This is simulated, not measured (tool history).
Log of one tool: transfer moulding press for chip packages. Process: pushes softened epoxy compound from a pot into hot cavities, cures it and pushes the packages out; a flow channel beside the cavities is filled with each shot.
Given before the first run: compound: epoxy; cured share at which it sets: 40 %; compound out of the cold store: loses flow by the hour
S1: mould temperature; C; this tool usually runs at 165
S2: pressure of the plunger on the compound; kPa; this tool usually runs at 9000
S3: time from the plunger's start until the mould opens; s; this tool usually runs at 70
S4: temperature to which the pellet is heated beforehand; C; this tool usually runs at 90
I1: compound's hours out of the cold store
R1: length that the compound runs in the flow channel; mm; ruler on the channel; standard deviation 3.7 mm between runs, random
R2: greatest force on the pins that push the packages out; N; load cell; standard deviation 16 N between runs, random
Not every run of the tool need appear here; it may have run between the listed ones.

Run 1, hour 0: usual settings; I1 33.7. Result: R1 563 mm, R2 1245 N.
At hour 3.6: cavities cleaned with cleaning compound and waxed.
Run 2, hour 20.5: usual settings but S2 8570 kPa; I1 43.2. Result: R1 528 mm, R2 1345 N.
Run 3, hour 38: usual settings but S2 8570 kPa; I1 47. Result: R1 522 mm, R2 1384 N.
Run 4, hour 49.4: usual settings; I1 13.8. Result: R1 596 mm, R2 1478 N.
Run 5, hour 63.2: usual settings; I1 31.6. Result: R1 561 mm, R2 1325 N.
Run 6, hour 77.8: usual settings but S4 98 C; I1 47.3. Result: R1 528 mm, R2 1267 N.
At hour 80.3: cavities cleaned with cleaning compound and waxed.
At hour 91.3: cavities cleaned with cleaning compound and waxed, once more.
Run 7, hour 94.1: usual settings but S2 7870 kPa, S4 98 C; I1 20.7. Result: R1 530 mm, R2 795 N.
Run 8, hour 111.4: usual settings but S2 7870 kPa, S4 98 C; I1 20. Result: R1 531 mm, R2 914 N.
Run 9, hour 133.4: usual settings; I1 13.5. Result: R1 581 mm, R2 1148 N.
Run 10, hour 155.2: usual settings but S4 98 C; I1 13.6. Result: R1 577 mm, R2 1193 N.
At hour 168.4: cavities cleaned with cleaning compound and waxed.
Run 11, hour 173.6: usual settings but S4 98 C; I1 12.5. Result: R1 578 mm, R2 835 N.
Run 12, hour 185.5: usual settings but S4 98 C; I1 20.6. Result: R1 554 mm, R2 923 N.
Run 13, hour 203.6: usual settings but S2 7000 kPa; I1 36.5. Result: R1 462 mm, R2 1011 N.
Run 14, hour 218.9: usual settings but S2 7000 kPa; I1 35.9. Result: R1 462 mm, R2 1113 N.
At hour 235.7: mould's thermocouples calibrated.
Run 15, hour 243.8: usual settings but S1 158 C; I1 16.1. Result: R1 565 mm, R2 1980 N.
At hour 247.2: cavities cleaned with cleaning compound and waxed.
Run 16, hour 267.5: usual settings but S1 158 C, S3 89 s, S4 95 C; I1 13.9. Result: R1 569 mm, R2 949 N.
Run 17, hour 287.7: usual settings but S1 168 C, S2 8470 kPa, S3 69 s, S4 100 C; I1 33.1. Result: R1 489 mm, R2 904 N.
Run 18, hour 299.5: usual settings but S2 9140 kPa, S3 52 s; I1 17.9. Result: R1 547 mm, R2 2515 N.
Run 19, hour 311: usual settings but S2 9140 kPa, S3 52 s; I1 39.6. Result: R1 510 mm, R2 2417 N.
At hour 323.7: cavities cleaned with cleaning compound and waxed.
Run 20, hour 324.8: usual settings but S2 9140 kPa, S3 52 s; I1 8.7. Result: R1 558 mm, R2 1800 N.
Run 21, hour 342.9: usual settings but S1 158 C, S2 10200 kPa; I1 47.4. Result: R1 522 mm, R2 1474 N.
Run 22, hour 360.9: usual settings but S1 158 C, S2 10200 kPa; I1 32.3. Result: R1 553 mm, R2 1747 N.
At hour 372.6: plunger's sealing rings changed.
Run 23, hour 372.7: usual settings but S1 158 C, S2 7110 kPa, S4 81 C; I1 24.1. Result: R1 530 mm, R2 1900 N.
Run 24, hour 382.9: usual settings but S1 164 C, S2 7810 kPa, S3 53 s; I1 9.5. Result: R1 582 mm, R2 2638 N.
At hour 402.8: cavities cleaned with cleaning compound and waxed.
Run 25, hour 402.8: usual settings but S1 166 C, S2 8420 kPa, S3 59 s, S4 82 C; I1 32. Result: R1 552 mm, R2 1236 N.

4 options for the next run, each taken on its own from the tool as it stands now. Forecast them:
Run A, hour 423.7: usual settings but S3 108 s; I1 17.8. Result: R1 ?, R2 ?.
Run B, hour 423.7: usual settings but S1 158 C, S3 107 s; I1 21.1. Result: R1 ?, R2 ?.
Run C, hour 423.7: usual settings but S1 166 C, S2 10640 kPa, S3 54 s, S4 81 C; I1 27.2. Result: R1 ?, R2 ?.
Run D, hour 423.7: usual settings but S1 162 C, S3 74 s, S4 91 C; I1 18. Result: R1 ?, R2 ?.

run   R1    R2
  A  592   575
  B  600   653
  C  623  1932
  D  599  1111
What these runs would have given with no unlogged condition in the tool:
run   R1    R2
  A  601   462
  B  610   528
  C  633  1568
  D  609   908
